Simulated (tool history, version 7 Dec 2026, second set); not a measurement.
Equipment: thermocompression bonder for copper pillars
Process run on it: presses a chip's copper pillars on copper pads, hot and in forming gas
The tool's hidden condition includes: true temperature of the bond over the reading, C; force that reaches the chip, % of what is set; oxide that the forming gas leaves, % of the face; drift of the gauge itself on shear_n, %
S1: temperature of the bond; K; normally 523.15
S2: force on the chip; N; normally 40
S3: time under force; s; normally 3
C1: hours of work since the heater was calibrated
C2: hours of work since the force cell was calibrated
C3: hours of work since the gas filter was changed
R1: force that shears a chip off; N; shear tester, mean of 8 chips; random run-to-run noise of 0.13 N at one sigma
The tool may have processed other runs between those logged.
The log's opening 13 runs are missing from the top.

run	hour	S1	S2	S3	C1	C2	C3	R1
14	420.4	523.15	40	3	809	114	287	91
15	465.1	512.15	40	3	836	141	314	82.2
16	485.7	523.15	58	3	848	153	326	101.3
17	513.5	523.15	58	3	865	170	343	101.4
# hour 522.5: forming gas filter changed
18	541.2	523.15	40	3	881	186	11	92.7
19	567	523.15	40	3	897	201	27	92.6
20	602.6	523.15	40	3	918	223	48	92.5
21	633	523.15	40	3	936	241	66	92.4

Run 22, settings as shown, results not yet in. Your forecast:
22	659.3	523.15	53	4	952	257	82	?

R1: 105.4 N
Had the tool carried no hidden state, the very same run would have given R1 103.9 N.
